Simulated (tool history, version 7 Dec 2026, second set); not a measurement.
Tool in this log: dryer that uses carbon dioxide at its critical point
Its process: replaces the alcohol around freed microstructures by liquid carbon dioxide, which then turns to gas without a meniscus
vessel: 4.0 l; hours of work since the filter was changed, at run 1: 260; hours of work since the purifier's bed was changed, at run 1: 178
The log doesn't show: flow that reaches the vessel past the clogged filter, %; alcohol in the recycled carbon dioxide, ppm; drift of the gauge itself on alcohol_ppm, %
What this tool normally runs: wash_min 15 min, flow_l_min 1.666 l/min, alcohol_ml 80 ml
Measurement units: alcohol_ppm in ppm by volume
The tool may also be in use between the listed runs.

run,hour,wash_min,flow_l_min,alcohol_ml,hours of work since the filter was changed,hours of work since the purifier's bed was changed,alcohol_ppm
1,0.0,15,1.666,80,260,178,171
2,23.8,15,1.666,80,278,195,172
3,60.2,15,1.666,34,304,222,133
4,87.0,15,1.666,34,324,242,148
5,108.4,15,1.660,80,340,258,218
6,133.1,18,2.090,80,358,276,152
7,151.0,18,2.090,80,372,289,166
8,174.5,17,1.666,32,389,307,179
9,210.5,17,1.666,32,416,333,200
10,243.2,17,1.666,25,440,358,198

Results per run with the tool's hidden condition removed, run-to-run variation unchanged:
run,alcohol_ppm
1,68
2,60
3,17
4,18
5,69
6,8
7,17
8,16
9,24
10,10

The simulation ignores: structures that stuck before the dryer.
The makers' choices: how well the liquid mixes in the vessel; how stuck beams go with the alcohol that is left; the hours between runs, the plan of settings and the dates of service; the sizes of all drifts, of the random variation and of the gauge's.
